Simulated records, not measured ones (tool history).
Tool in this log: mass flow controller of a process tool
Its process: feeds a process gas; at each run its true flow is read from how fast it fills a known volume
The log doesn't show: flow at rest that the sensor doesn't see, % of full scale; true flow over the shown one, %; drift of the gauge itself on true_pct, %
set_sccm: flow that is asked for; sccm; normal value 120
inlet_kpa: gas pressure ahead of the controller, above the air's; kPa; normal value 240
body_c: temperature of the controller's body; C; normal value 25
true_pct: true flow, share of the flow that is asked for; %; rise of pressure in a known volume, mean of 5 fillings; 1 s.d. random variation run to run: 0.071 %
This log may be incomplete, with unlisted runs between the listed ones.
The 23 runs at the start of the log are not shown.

run    hour  set_sccm  inlet_kpa  body_c  hours of work since the controller was set to zero  hours of work since the controller was changed  true_pct
 24  1433.2       154        240      25                                                 165                                            2187    100.17
 25  1506.9       154        240      25                                                 207                                            2229    100.17
 26    1559       154        205      25                                                 237                                            2259    100.32
 27  1629.8       120        240      20                                                 278                                            2300     99.78
 28    1676        25        240      25                                                 304                                            2326     99.19
 29  1720.2        96        240      26                                                 330                                            2352       100
 30  1774.6       184        192      21                                                 361                                            2383    100.15
 31  1826.3       118        273      21                                                 391                                            2412      99.9
 32  1879.4       118        273      21                                                 421                                            2443     99.92
 33  1932.1       118        273      21                                                 451                                            2473     99.79
 34    1969       118        273      21                                                 473                                            2494      99.9
 35  2055.8        84        240      38                                                 522                                            2544     100.8
 36  2108.2        84        204      21                                                 553                                            2574     99.73
 37  2179.3        84        204      21                                                 593                                            2615     99.55
 38  2230.2        84        204      21                                                 623                                            2644     99.79
 39  2274.8        35        160      26                                                 648                                            2670     99.47
 40  2356.5       146        149      34                                                 695                                            2717    100.97
 41  2414.9       146        149      34                                                 729                                            2751     101.1
 42  2488.8       120        240      37                                                 771                                            2793    100.93
 43  2533.4        21        214      37                                                 797                                            2819     99.37
 44  2584.8        21        214      37                                                 826                                            2848     99.29
 45  2669.9        38        240      21                                                 875                                            2897     98.86
 46  2747.4       193        240      36                                                 920                                            2941    101.29
 47  2835.1       193        240      36                                                 970                                            2992    101.14

5 options for the next run, each taken on its own from the tool as it stands now. Forecast them:
  A  2873.7        33        249      36                                                 992                                            3014         ?
  B  2873.7        32        142      25                                                 992                                            3014         ?
  C  2873.7       170        208      23                                                 992                                            3014         ?
  D  2873.7       193        158      36                                                 992                                            3014         ?
  E  2873.7       120        207      30                                                 992                                            3014         ?

run  true_pct
  A      99.7
  B     99.31
  C     100.4
  D     101.4
  E    100.49
Without the tool's unlogged condition, the same runs would have read:
run  true_pct
  A    100.06
  B      99.7
  C     99.81
  D    100.79
  E     99.99
